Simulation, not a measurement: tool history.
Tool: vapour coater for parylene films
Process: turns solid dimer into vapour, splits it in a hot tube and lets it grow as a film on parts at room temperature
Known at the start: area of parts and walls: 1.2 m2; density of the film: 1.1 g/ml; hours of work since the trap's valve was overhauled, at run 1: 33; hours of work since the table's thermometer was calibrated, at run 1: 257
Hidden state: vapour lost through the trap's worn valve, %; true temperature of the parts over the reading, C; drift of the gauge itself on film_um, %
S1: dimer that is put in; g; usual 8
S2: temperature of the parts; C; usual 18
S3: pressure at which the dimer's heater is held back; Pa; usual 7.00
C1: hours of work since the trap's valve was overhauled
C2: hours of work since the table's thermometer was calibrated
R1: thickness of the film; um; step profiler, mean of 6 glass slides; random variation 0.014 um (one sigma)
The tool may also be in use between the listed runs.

run,hour,S1,S2,S3,C1,C2,R1
1,0.0,8,18,7.00,33,257,3.66
2,13.9,8,18,7.00,41,264,3.61
3,32.0,8,18,10.84,51,275,3.34
4,45.8,8,11,7.00,59,282,4.34
5,66.5,8,18,6.66,71,294,3.65
6,93.0,8,11,7.00,86,309,4.32
7,106.7,8,11,7.00,94,317,4.29
8,126.8,8,11,7.00,105,328,4.31
9,153.3,8,11,7.00,120,343,4.27
10,178.8,8,11,7.00,134,358,4.27
11,202.1,8,18,7.00,148,371,3.57
12,223.6,8,18,7.00,160,383,3.56
13,240.8,8,18,2.16,170,393,4.43
14,255.7,3,18,7.00,178,401,1.32
15,269.7,3,11,5.74,186,409,1.65
16,286.1,8,18,9.39,195,419,3.33
17,314.3,8,18,9.39,211,434,3.34
# hour 333.8: trap's valve overhauled
18,348.8,8,18,9.39,8,452,3.43
19,368.3,8,14,3.21,20,463,4.71
20,396.0,8,14,3.21,35,478,4.67
21,426.7,3,24,3.41,53,496,1.34
22,447.6,11,24,8.19,64,508,4.10
23,466.7,8,23,4.87,75,519,3.39
24,485.8,5,10,7.47,86,529,2.74
25,501.5,5,13,7.00,95,538,2.56
26,524.8,11,18,7.00,108,551,4.92
27,541.7,8,15,7.00,118,561,3.88
28,569.5,6,16,6.50,133,577,2.85

3 ways to go on from here, each from the tool as it stands after run 28. What would each give?
A,594.4,13,17,6.50,148,591,?
B,594.4,7,18,7.00,148,591,?
C,594.4,6,16,5.40,148,591,?

run,R1
A,5.99
B,3.10
C,2.94
Without the tool's hidden state the same runs would have given:
run,R1
A,6.23
B,3.22
C,3.06
